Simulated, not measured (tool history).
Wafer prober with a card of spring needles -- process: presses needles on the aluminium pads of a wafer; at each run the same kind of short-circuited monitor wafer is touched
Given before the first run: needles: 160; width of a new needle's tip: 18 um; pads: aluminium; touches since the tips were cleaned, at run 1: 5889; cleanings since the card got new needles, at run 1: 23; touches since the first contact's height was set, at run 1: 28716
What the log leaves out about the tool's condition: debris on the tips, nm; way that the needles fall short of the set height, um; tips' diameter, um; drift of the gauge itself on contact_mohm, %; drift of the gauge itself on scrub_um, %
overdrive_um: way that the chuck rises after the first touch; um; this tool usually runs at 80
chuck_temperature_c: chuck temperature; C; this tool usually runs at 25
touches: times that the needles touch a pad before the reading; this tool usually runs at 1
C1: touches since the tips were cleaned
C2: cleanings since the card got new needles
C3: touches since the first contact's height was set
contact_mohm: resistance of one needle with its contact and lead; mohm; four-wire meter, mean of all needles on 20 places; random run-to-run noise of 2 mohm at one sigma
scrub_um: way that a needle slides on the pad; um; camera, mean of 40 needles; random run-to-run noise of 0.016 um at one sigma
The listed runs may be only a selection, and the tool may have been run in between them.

{"run": 1, "hour": 0.0, "overdrive_um": 80, "chuck_temperature_c": 25, "touches": 1, "C1": 5889, "C2": 23, "C3": 28716, "contact_mohm": 224, "scrub_um": 20.84}
{"hour": 7.5, "done": "tips cleaned on abrasive film"}
{"run": 2, "hour": 16.7, "overdrive_um": 80, "chuck_temperature_c": 25, "touches": 1, "C1": 3602, "C2": 24, "C3": 35189, "contact_mohm": 226, "scrub_um": 20.89}
{"hour": 30.0, "done": "tips cleaned on abrasive film"}
{"run": 3, "hour": 33.1, "overdrive_um": 80, "chuck_temperature_c": 25, "touches": 1, "C1": 1210, "C2": 25, "C3": 41521, "contact_mohm": 222, "scrub_um": 20.88}
{"run": 4, "hour": 48.5, "overdrive_um": 80, "chuck_temperature_c": 45, "touches": 1, "C1": 7238, "C2": 25, "C3": 47549, "contact_mohm": 228, "scrub_um": 20.89}
{"hour": 52.7, "done": "tips cleaned on abrasive film"}
{"run": 5, "hour": 68.9, "overdrive_um": 80, "chuck_temperature_c": 25, "touches": 1, "C1": 6308, "C2": 26, "C3": 55448, "contact_mohm": 220, "scrub_um": 20.93}
{"hour": 74.8, "done": "tips cleaned on abrasive film"}
{"run": 6, "hour": 87.8, "overdrive_um": 80, "chuck_temperature_c": 25, "touches": 1, "C1": 5087, "C2": 27, "C3": 62790, "contact_mohm": 220, "scrub_um": 20.9}
{"hour": 97.1, "done": "tips cleaned on abrasive film"}
{"run": 7, "hour": 110.9, "overdrive_um": 80, "chuck_temperature_c": 25, "touches": 1, "C1": 5373, "C2": 28, "C3": 71755, "contact_mohm": 219, "scrub_um": 20.93}
{"hour": 119.2, "done": "tips cleaned on abrasive film"}
{"run": 8, "hour": 136.9, "overdrive_um": 80, "chuck_temperature_c": 25, "touches": 1, "C1": 6937, "C2": 29, "C3": 81856, "contact_mohm": 222, "scrub_um": 20.96}
{"hour": 141.0, "done": "tips cleaned on abrasive film"}
{"hour": 163.0, "done": "tips cleaned on abrasive film"}
{"run": 9, "hour": 163.8, "overdrive_um": 80, "chuck_temperature_c": 25, "touches": 3, "C1": 343, "C2": 31, "C3": 92262, "contact_mohm": 222, "scrub_um": 20.96}
{"hour": 177.9, "done": "height of the first contact set anew"}
{"run": 10, "hour": 178.3, "overdrive_um": 90, "chuck_temperature_c": 25, "touches": 1, "C1": 5840, "C2": 31, "C3": 125, "contact_mohm": 222, "scrub_um": 23.62}
{"hour": 185.3, "done": "tips cleaned on abrasive film"}
{"run": 11, "hour": 192.1, "overdrive_um": 64, "chuck_temperature_c": 25, "touches": 1, "C1": 2649, "C2": 32, "C3": 5472, "contact_mohm": 226, "scrub_um": 16.79}
{"run": 12, "hour": 202.9, "overdrive_um": 93, "chuck_temperature_c": 25, "touches": 2, "C1": 6863, "C2": 32, "C3": 9686, "contact_mohm": 219, "scrub_um": 24.44}

Run 13 has not been measured yet. What should we expect?
{"hour": 206.7, "done": "tips cleaned on abrasive film"}
{"run": 13, "hour": 224.9, "overdrive_um": 93, "chuck_temperature_c": 25, "touches": 2, "C1": 7093, "C2": 33, "C3": 18233, "contact_mohm": "?", "scrub_um": "?"}

For run 13 the tool returned contact_mohm 223 mohm, scrub_um 24.4 um.
Without the tool's hidden state the same run would have given contact_mohm 222 mohm, scrub_um 24.22 um.
